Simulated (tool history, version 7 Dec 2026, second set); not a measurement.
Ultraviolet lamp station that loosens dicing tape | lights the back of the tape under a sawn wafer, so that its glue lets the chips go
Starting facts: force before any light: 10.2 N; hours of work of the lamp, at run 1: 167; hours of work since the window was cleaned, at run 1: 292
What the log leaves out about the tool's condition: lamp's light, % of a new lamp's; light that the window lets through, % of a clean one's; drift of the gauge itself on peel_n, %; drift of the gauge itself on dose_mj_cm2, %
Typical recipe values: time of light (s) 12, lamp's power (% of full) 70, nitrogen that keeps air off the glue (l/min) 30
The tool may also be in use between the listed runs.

run    hour  time of light (s)  lamp's power (% of full)  nitrogen that keeps air off the glue (l/min)  hours of work of the lamp  hours of work since the window was cleaned  force that peels the tape off (N)  light that reached the tape (mJ/cm²)
  1     0.0                 12                        70                                            30                        167                                         292                              1.404                                   297
  2    58.4                 12                        70                                            30                        197                                         322                              1.423                                   287
  3   118.8                 12                        70                                            30                        227                                         352                              1.510                                   285
  4   164.7                 12                        70                                            30                        250                                         375                              1.487                                   282
  5   212.4                 12                        70                                            30                        274                                         399                              1.497                                   282
  6   271.6                 12                        68                                            30                        304                                         429                              1.637                                   271
  7   308.1                 12                        68                                            30                        322                                         447                              1.667                                   265
  8   353.7                 13                        70                                            30                        345                                         470                              1.387                                   295
  9   394.8                 13                        70                                            30                        365                                         490                              1.374                                   290
 10   444.8                 13                        70                                            30                        390                                         515                              1.468                                   288
 11   478.8                 12                        65                                            30                        408                                         532                              1.883                                   245
 12   537.6                 12                        93                                            30                        437                                         562                              1.029                                   342
 13   579.5                 11                        78                                            30                        458                                         583                              1.704                                   260
 14   638.6                 11                        78                                            30                        488                                         613                              1.759                                   264
      685.1  -- window cleaned of glue's vapour
 15   685.1                 11                        78                                            30                        511                                           0                              1.857                                   248
 16   719.6                  7                        74                                            30                        528                                          17                              3.563                                   150
 17   760.7                 12                        70                                            12                        549                                          38                              2.892                                   237
 18   817.5                 12                        70                                            12                        577                                          66                              2.944                                   234
      860.4  -- window cleaned of glue's vapour, once more
 19   860.9                 12                        70                                            12                        599                                           0                              2.570                                   261
 20   888.1                 12                        70                                            12                        612                                          14                              2.584                                   260
 21   948.5                 12                        70                                            12                        643                                          44                              2.651                                   256
 22   980.8                 19                        70                                            47                        659                                          60                              0.587                                   403
 23  1017.1                 19                        79                                            33                        677                                          79                              0.560                                   447

Branching from run 23: 3 alternative next runs. What would each branch give?
  A  1055.3                 19                        84                                            33                        696                                          98                                  ?                                     ?
  B  1055.3                  9                        97                                            18                        696                                          98                                  ?                                     ?
  C  1055.3                  9                        70                                            15                        696                                          98                                  ?                                     ?

run  force that peels the tape off (N)  light that reached the tape (mJ/cm²)
  A                              0.486                                   474
  B                              2.197                                   260
  C                              3.402                                   189
With the hidden condition removed and each run's random variation left untouched, the same runs would have given:
run  force that peels the tape off (N)  light that reached the tape (mJ/cm²)
  A                              0.296                                   625
  B                              1.392                                   342
  C                              2.442                                   249
